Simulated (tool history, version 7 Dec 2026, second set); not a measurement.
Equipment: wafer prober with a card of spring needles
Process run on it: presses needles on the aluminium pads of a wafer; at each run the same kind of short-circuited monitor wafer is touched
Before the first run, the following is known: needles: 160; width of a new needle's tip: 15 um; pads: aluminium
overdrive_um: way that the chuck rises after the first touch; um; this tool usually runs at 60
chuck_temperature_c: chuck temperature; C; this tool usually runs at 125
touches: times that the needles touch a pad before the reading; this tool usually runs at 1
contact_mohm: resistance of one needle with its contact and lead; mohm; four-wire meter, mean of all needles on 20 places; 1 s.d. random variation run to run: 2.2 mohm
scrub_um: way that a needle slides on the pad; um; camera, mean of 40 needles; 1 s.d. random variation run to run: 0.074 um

| run | day | overdrive_um | chuck_temperature_c | touches | contact_mohm | scrub_um |
|---|---|---|---|---|---|---|
| 1 | 0.000 | 60 | 125 | 1 | 323 | 10.91 |
|  | 0.154 | tips cleaned on abrasive film |
|  | 0.304 | tips cleaned on abrasive film |
|  | 0.492 | tips cleaned on abrasive film |
|  | 0.642 | tips cleaned on abrasive film |
| 2 | 0.712 | 60 | 125 | 1 | 411 | 10.24 |
|  | 0.821 | tips cleaned on abrasive film |
|  | 0.871 | height of the first contact set anew |
|  | 0.983 | tips cleaned on abrasive film |
|  | 1.138 | tips cleaned on abrasive film |
| 3 | 1.167 | 60 | 125 | 1 | 308 | 11.60 |
|  | 1.321 | tips cleaned on abrasive film |
|  | 1.504 | tips cleaned on abrasive film |
|  | 1.658 | tips cleaned on abrasive film |
| 4 | 1.762 | 60 | 125 | 1 | 424 | 11.59 |
|  | 1.842 | tips cleaned on abrasive film |
|  | 2.025 | tips cleaned on abrasive film |
|  | 2.200 | tips cleaned on abrasive film |
| 5 | 2.212 | 50 | 125 | 1 | 314 | 9.61 |
|  | 2.362 | tips cleaned on abrasive film |
|  | 2.546 | tips cleaned on abrasive film |
|  | 2.738 | tips cleaned on abrasive film |
| 6 | 2.779 | 50 | 125 | 1 | 419 | 9.46 |
|  | 2.896 | tips cleaned on abrasive film |
|  | 3.083 | tips cleaned on abrasive film |
|  | 3.271 | tips cleaned on abrasive film |
|  | 3.425 | tips cleaned on abrasive film |
| 7 | 3.512 | 50 | 125 | 1 | 473 | 9.39 |
|  | 3.588 | tips cleaned on abrasive film |
|  | 3.775 | tips cleaned on abrasive film |
|  | 3.854 | tips cleaned on abrasive film, once more |
|  | 4.008 | tips cleaned on abrasive film |
| 8 | 4.046 | 60 | 125 | 1 | 352 | 11.17 |
|  | 4.196 | tips cleaned on abrasive film |
|  | 4.346 | tips cleaned on abrasive film |
|  | 4.538 | tips cleaned on abrasive film |
| 9 | 4.679 | 60 | 125 | 1 | 487 | 11.04 |
|  | 4.721 | tips cleaned on abrasive film |
|  | 4.904 | tips cleaned on abrasive film |
|  | 5.058 | tips cleaned on abrasive film |
|  | 5.208 | tips cleaned on abrasive film |
|  | 5.362 | tips cleaned on abrasive film |
| 10 | 5.408 | 60 | 125 | 1 | 375 | 11.06 |
|  | 5.521 | tips cleaned on abrasive film |
|  | 5.704 | tips cleaned on abrasive film |
|  | 5.858 | tips cleaned on abrasive film |
| 11 | 5.858 | 60 | 125 | 1 | 287 | 10.99 |
|  | 6.008 | tips cleaned on abrasive film |
|  | 6.162 | tips cleaned on abrasive film |
|  | 6.350 | tips cleaned on abrasive film |
| 12 | 6.383 | 60 | 125 | 1 | 333 | 10.92 |
|  | 6.525 | tips cleaned on abrasive film |
|  | 6.712 | tips cleaned on abrasive film |
| 13 | 6.821 | 60 | 125 | 1 | 479 | 10.84 |
|  | 6.900 | tips cleaned on abrasive film |
|  | 7.083 | tips cleaned on abrasive film |
|  | 7.275 | tips cleaned on abrasive film |
|  | 7.429 | tips cleaned on abrasive film |
| 14 | 7.429 | 60 | 42 | 1 | 264 | 10.79 |
|  | 7.617 | tips cleaned on abrasive film |
|  | 7.767 | tips cleaned on abrasive film |
|  | 7.888 | height of the first contact set anew |
|  | 7.962 | tips cleaned on abrasive film |
| 15 | 8.083 | 60 | 42 | 1 | 467 | 11.53 |
|  | 8.125 | tips cleaned on abrasive film |
|  | 8.275 | tips cleaned on abrasive film |
|  | 8.467 | tips cleaned on abrasive film |
|  | 8.650 | tips cleaned on abrasive film |
| 16 | 8.650 | 74 | 99 | 3 | 247 | 14.12 |
|  | 8.842 | tips cleaned on abrasive film |
|  | 9.008 | tips cleaned on abrasive film |
| 17 | 9.008 | 74 | 99 | 3 | 245 | 14.07 |
|  | 9.158 | tips cleaned on abrasive film |
|  | 9.321 | tips cleaned on abrasive film |
| 18 | 9.321 | 74 | 99 | 3 | 245 | 14.19 |
|  | 9.504 | tips cleaned on abrasive film |
|  | 9.658 | tips cleaned on abrasive film |
| 19 | 9.729 | 74 | 99 | 3 | 277 | 14.15 |
|  | 9.846 | tips cleaned on abrasive film |
|  | 10.033 | tips cleaned on abrasive film |
|  | 10.217 | tips cleaned on abrasive film |
|  | 10.379 | tips cleaned on abrasive film |
| 20 | 10.379 | 44 | 38 | 1 | 287 | 8.23 |
|  | 10.562 | tips cleaned on abrasive film |
|  | 10.750 | tips cleaned on abrasive film |
|  | 10.904 | tips cleaned on abrasive film |
| 21 | 10.996 | 44 | 38 | 1 | 664 | 8.05 |
|  | 11.075 | tips cleaned on abrasive film |
|  | 11.254 | tips cleaned on abrasive film |
| 22 | 11.329 | 70 | 39 | 1 | 377 | 12.88 |
|  | 11.408 | tips cleaned on abrasive film |
|  | 11.558 | tips cleaned on abrasive film |
| 23 | 11.708 | 63 | 50 | 1 | 513 | 11.79 |
|  | 11.750 | tips cleaned on abrasive film |
|  | 11.900 | tips cleaned on abrasive film |
| 24 | 12.046 | 63 | 50 | 2 | 403 | 11.57 |
|  | 12.088 | tips cleaned on abrasive film |
|  | 12.279 | tips cleaned on abrasive film |
| 25 | 12.367 | 46 | 93 | 1 | 611 | 8.30 |
|  | 12.446 | tips cleaned on abrasive film |
|  | 12.600 | tips cleaned on abrasive film |
|  | 12.788 | tips cleaned on abrasive film |
|  | 12.975 | tips cleaned on abrasive film |
|  | 13.125 | tips cleaned on abrasive film |
| 26 | 13.129 | 60 | 42 | 1 | 279 | 10.82 |
|  | 13.283 | tips cleaned on abrasive film |
|  | 13.475 | tips cleaned on abrasive film |
| 27 | 13.488 | 74 | 42 | 2 | 257 | 13.65 |

Pick out some run-to-run changes in contact_mohm. Of each, how much would a tool without hidden state show as well, from the settings, what came in and chance, and how much is left for the hidden state and any gauge scatter not in both results compared?
The hidden state here: debris on the tips, nm; way that the needles fall short of the set height, um; tips' diameter, um; drift of the gauge itself on contact_mohm, %; drift of the gauge itself on scrub_um, %.
Run 20 -> 21: tips cleaned on abrasive film, tips cleaned on abrasive film, tips cleaned on abrasive film. contact_mohm +377 mohm: hidden state +375, all else +2.
Run 25 -> 26: overdrive_um 46 -> 60, chuck_temperature_c 93 -> 42, tips cleaned on abrasive film, tips cleaned on abrasive film, tips cleaned on abrasive film, tips cleaned on abrasive film, tips cleaned on abrasive film. contact_mohm -332 mohm: hidden state -315, all else -17.

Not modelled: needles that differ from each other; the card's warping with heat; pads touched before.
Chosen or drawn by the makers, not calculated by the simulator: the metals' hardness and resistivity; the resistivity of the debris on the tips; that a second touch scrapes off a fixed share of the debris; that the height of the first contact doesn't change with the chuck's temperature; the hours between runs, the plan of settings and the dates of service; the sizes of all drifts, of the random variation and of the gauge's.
